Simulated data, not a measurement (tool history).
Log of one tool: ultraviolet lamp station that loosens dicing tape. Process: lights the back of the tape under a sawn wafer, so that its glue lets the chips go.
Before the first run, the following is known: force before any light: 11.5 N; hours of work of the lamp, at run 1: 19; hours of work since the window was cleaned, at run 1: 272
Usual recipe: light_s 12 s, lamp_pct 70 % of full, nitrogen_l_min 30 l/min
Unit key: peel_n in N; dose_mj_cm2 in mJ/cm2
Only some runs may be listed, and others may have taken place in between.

run	day	light_s	lamp_pct	nitrogen_l_min	hours of work of the lamp	hours of work since the window was cleaned	peel_n	dose_mj_cm2
1	0	12	70	30	19	272	1.866	316
2	0.408	12	70	30	26	279	1.921	312
3	0.779	12	70	30	32	286	1.941	314
4	1.383	12	70	30	42	296	1.933	312
# day 1.683: window cleaned of glue's vapour
5	1.746	12	70	30	48	1	1.705	338
6	2.238	12	70	30	57	10	1.706	340
7	2.512	12	70	30	61	14	1.759	333
8	3.133	12	70	30	72	25	1.812	327
9	3.504	12	70	30	78	31	1.779	329
10	3.988	12	70	30	86	39	1.847	334
11	4.483	12	70	30	95	48	1.823	326
12	4.929	12	70	30	103	56	1.812	321
13	5.5	12	70	18	112	65	2.285	326
14	5.8	12	70	18	118	71	2.368	321
15	6.329	12	70	18	127	80	2.458	318
16	6.821	12	70	18	135	88	2.412	320
17	7.208	12	65	30	142	95	2.123	294
18	7.488	12	65	30	147	100	2.223	298
19	7.862	12	65	30	153	106	2.169	295
20	8.15	12	65	30	158	111	2.139	295
21	8.508	7	70	30	164	117	4.032	186
22	9.008	12	70	30	173	126	2.04	314
23	9.562	7	83	28	182	135	3.345	217
24	10.2	7	83	28	193	146	3.363	210
25	10.588	8	70	48	200	153	3.146	207
26	11.079	15	76	21	208	161	1.461	415
27	11.554	15	76	21	216	169	1.441	412
28	12.062	9	89	24	225	178	2.467	290
29	12.6	10	66	28	234	187	2.984	237
30	12.971	14	70	9	241	194	2.943	349
31	13.596	19	70	9	251	204	1.912	479
32	14.067	12	70	30	259	212	2.149	297
33	14.454	10	79	30	266	219	2.317	278
34	15.075	10	62	25	277	230	3.607	216
35	15.462	10	62	25	283	236	3.577	213
36	15.762	10	62	18	288	241	3.89	216
37	16.412	10	62	18	300	253	4.071	212
38	16.988	12	61	21	309	262	3.203	252
39	17.496	14	78	30	318	271	1.419	371
40	17.942	9	78	9	326	279	4.456	237
41	18.579	12	71	53	337	290	1.848	289
42	18.917	12	71	53	342	295	1.801	281
# day 19.208: window cleaned of glue's vapour
43	19.483	8	73	30	352	5	3.327	213

For each entry between runs, how does the tool's hidden state at the last listed run before it compare with that at the first listed run after it?
From run 4 to run 5: window cleaned of glue's vapour (day 1.683)
  lamp's light, % of a new lamp's: 98 -> 97.8; light that the window lets through, % of a clean one's: 91.1 -> 99.3
  what was measured, less what the result would be without the hidden state, peel_n: +0.343 -> +0.086 N; dose_mj_cm2: -37 -> -10 mJ/cm2
From run 42 to run 43: window cleaned of glue's vapour (day 19.208)
  lamp's light, % of a new lamp's: 89.2 -> 88.9; light that the window lets through, % of a clean one's: 90.9 -> 99.5
  what was measured, less what the result would be without the hidden state, peel_n: +0.578 -> +0.478 N; dose_mj_cm2: -67 -> -28 mJ/cm2
